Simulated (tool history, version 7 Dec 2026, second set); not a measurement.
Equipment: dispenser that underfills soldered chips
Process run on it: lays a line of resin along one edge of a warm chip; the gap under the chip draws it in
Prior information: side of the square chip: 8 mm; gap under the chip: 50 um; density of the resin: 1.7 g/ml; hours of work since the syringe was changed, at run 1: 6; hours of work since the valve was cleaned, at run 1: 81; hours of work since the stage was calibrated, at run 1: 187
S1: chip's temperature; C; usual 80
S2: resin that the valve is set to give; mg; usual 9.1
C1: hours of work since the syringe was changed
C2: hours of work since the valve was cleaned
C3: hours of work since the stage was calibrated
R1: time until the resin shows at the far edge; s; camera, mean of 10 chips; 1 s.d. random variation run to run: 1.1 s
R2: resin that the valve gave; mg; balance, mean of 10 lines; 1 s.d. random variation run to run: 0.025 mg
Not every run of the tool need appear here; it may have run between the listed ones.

run 1 hour=0 | S1=80 S2=9.1 | C1=6 C2=81 C3=187 | R1=146.5 R2=8.88
-- hour=4.7 new syringe of resin
run 2 hour=9.1 | S1=80 S2=9.1 | C1=3 C2=87 C3=193 | R1=128.2 R2=8.85
run 3 hour=17.6 | S1=81 S2=9.1 | C1=8 C2=92 C3=198 | R1=156.8 R2=8.83
-- hour=19 new syringe of resin
run 4 hour=24.3 | S1=81 S2=9.1 | C1=3 C2=96 C3=202 | R1=124.4 R2=8.82
run 5 hour=31.8 | S1=85 S2=9.1 | C1=8 C2=101 C3=207 | R1=130.1 R2=8.75
-- hour=33.4 new syringe of resin
run 6 hour=41.7 | S1=80 S2=9.94 | C1=5 C2=107 C3=213 | R1=139.3 R2=9.62
-- hour=47.7 new syringe of resin
run 7 hour=47.7 | S1=80 S2=9.94 | C1=0 C2=111 C3=217 | R1=110.9 R2=9.58
run 8 hour=59.1 | S1=76 S2=9.94 | C1=7 C2=118 C3=224 | R1=185.2 R2=9.53
-- hour=62.2 new syringe of resin
run 9 hour=70.9 | S1=88 S2=9.1 | C1=6 C2=125 C3=231 | R1=102.4 R2=8.71
-- hour=77 new syringe of resin
run 10 hour=79.9 | S1=88 S2=9.1 | C1=2 C2=131 C3=237 | R1=86.8 R2=8.69
run 11 hour=90.1 | S1=88 S2=9.1 | C1=8 C2=137 C3=243 | R1=116.8 R2=8.67
-- hour=91.2 new syringe of resin
-- hour=96.7 dispensing valve cleaned and set on the balance
run 12 hour=104.7 | S1=88 S2=9.1 | C1=8 C2=5 C3=252 | R1=114.3 R2=9.08
-- hour=107 new syringe of resin
run 13 hour=114.6 | S1=88 S2=9.1 | C1=5 C2=11 C3=258 | R1=99.1 R2=9.12
-- hour=121.4 new syringe of resin
run 14 hour=121.7 | S1=88 S2=9.1 | C1=0 C2=15 C3=262 | R1=82.8 R2=9.13
run 15 hour=128.4 | S1=88 S2=9.1 | C1=4 C2=20 C3=266 | R1=97.2 R2=9.02
-- hour=136 new syringe of resin
run 16 hour=141 | S1=88 S2=9.1 | C1=3 C2=28 C3=274 | R1=92.2 R2=9.03
-- hour=151.2 new syringe of resin
run 17 hour=153.3 | S1=80 S2=9.1 | C1=1 C2=35 C3=282 | R1=117.5 R2=8.99
run 18 hour=163.5 | S1=80 S2=9.1 | C1=8 C2=42 C3=288 | R1=157.5 R2=8.96
-- hour=165.6 new syringe of resin
run 19 hour=169.9 | S1=71 S2=11.53 | C1=3 C2=46 C3=292 | R1=184.5 R2=11.36
-- hour=179.8 new syringe of resin
run 20 hour=179.8 | S1=65 S2=10.96 | C1=0 C2=52 C3=298 | R1=226.2 R2=10.73
run 21 hour=187 | S1=65 S2=10.96 | C1=5 C2=56 C3=303 | R1=277.2 R2=10.77
run 22 hour=193.4 | S1=65 S2=10.47 | C1=9 C2=60 C3=307 | R1=328.2 R2=10.22
-- hour=194.6 new syringe of resin
run 23 hour=206.1 | S1=80 S2=10.97 | C1=7 C2=68 C3=315 | R1=160.2 R2=10.71
-- hour=209.2 new syringe of resin
run 24 hour=215.4 | S1=85 S2=10.14 | C1=4 C2=74 C3=321 | R1=108.4 R2=9.9
-- hour=223.5 new syringe of resin
run 25 hour=227.6 | S1=78 S2=10.14 | C1=3 C2=81 C3=328 | R1=140.6 R2=9.85
run 26 hour=236.3 | S1=78 S2=10.14 | C1=8 C2=87 C3=334 | R1=180.3 R2=9.83
-- hour=237.9 new syringe of resin
run 27 hour=248.9 | S1=66 S2=9.06 | C1=7 C2=95 C3=342 | R1=302.2 R2=8.75
-- hour=252.7 new syringe of resin
run 28 hour=260.5 | S1=88 S2=8.41 | C1=5 C2=102 C3=349 | R1=102 R2=8.1
-- hour=266.9 new syringe of resin
run 29 hour=268.2 | S1=80 S2=11.53 | C1=1 C2=107 C3=353 | R1=117.4 R2=11.1

Run 30 has not been measured yet. What should we expect?
-- hour=281.1 new syringe of resin
run 30 hour=281.6 | S1=68 S2=9.43 | C1=0 C2=115 C3=362 | R1=? R2=?

Run 30 came out at R1 200.1 s, R2 9.05 mg.
Had the tool carried no hidden state, the very same run would have given R1 186.9 s, R2 9.43 mg.

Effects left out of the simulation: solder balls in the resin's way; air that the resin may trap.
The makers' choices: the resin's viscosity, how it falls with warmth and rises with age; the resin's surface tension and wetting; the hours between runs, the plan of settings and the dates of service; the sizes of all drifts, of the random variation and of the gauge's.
